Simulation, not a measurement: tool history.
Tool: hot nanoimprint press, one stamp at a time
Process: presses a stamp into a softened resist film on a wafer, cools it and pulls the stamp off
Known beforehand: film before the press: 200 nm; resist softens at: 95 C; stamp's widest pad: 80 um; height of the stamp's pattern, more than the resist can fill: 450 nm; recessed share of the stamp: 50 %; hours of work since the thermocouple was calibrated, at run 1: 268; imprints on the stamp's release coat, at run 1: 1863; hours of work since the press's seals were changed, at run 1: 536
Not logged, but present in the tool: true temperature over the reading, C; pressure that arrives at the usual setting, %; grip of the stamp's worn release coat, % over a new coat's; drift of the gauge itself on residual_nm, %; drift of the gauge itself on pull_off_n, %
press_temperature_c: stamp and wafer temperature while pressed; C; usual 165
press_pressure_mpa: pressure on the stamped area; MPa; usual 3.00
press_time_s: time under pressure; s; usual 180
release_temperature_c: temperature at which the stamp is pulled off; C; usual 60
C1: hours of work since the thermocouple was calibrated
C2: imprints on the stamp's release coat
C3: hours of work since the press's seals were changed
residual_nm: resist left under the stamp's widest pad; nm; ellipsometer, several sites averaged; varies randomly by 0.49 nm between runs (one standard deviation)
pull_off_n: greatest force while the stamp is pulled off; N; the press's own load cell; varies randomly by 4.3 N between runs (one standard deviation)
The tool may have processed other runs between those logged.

run 1 hour=0.0 | press_temperature_c=165 press_pressure_mpa=3.00 press_time_s=180 release_temperature_c=60 | C1=268 C2=1863 C3=536 | residual_nm=89.1 pull_off_n=415
run 2 hour=16.5 | press_temperature_c=165 press_pressure_mpa=3.00 press_time_s=180 release_temperature_c=60 | C1=275 C2=1897 C3=543 | residual_nm=90.4 pull_off_n=436
run 3 hour=37.1 | press_temperature_c=171 press_pressure_mpa=3.00 press_time_s=180 release_temperature_c=60 | C1=284 C2=1939 C3=552 | residual_nm=69.4 pull_off_n=436
run 4 hour=58.2 | press_temperature_c=165 press_pressure_mpa=3.00 press_time_s=149 release_temperature_c=60 | C1=292 C2=1983 C3=560 | residual_nm=95.5 pull_off_n=427
run 5 hour=73.7 | press_temperature_c=174 press_pressure_mpa=3.00 press_time_s=180 release_temperature_c=60 | C1=299 C2=2014 C3=567 | residual_nm=63.8 pull_off_n=448
run 6 hour=91.9 | press_temperature_c=165 press_pressure_mpa=3.00 press_time_s=180 release_temperature_c=54 | C1=306 C2=2052 C3=574 | residual_nm=89.0 pull_off_n=468
run 7 hour=111.0 | press_temperature_c=168 press_pressure_mpa=3.00 press_time_s=180 release_temperature_c=60 | C1=314 C2=2091 C3=582 | residual_nm=78.8 pull_off_n=453
run 8 hour=128.5 | press_temperature_c=170 press_pressure_mpa=3.00 press_time_s=180 release_temperature_c=60 | C1=321 C2=2127 C3=589 | residual_nm=72.6 pull_off_n=454
run 9 hour=163.1 | press_temperature_c=157 press_pressure_mpa=3.26 press_time_s=166 release_temperature_c=48 | C1=335 C2=2198 C3=604 | residual_nm=121.2 pull_off_n=502

Predict the results of run 10:
run 10 hour=188.9 | press_temperature_c=157 press_pressure_mpa=3.26 press_time_s=166 release_temperature_c=48 | C1=346 C2=2251 C3=614 | residual_nm=? pull_off_n=?

residual_nm: 120.8 nm
pull_off_n: 501 N
Without the tool's hidden state the same run would have given residual_nm 124.6 nm, pull_off_n 224 N.
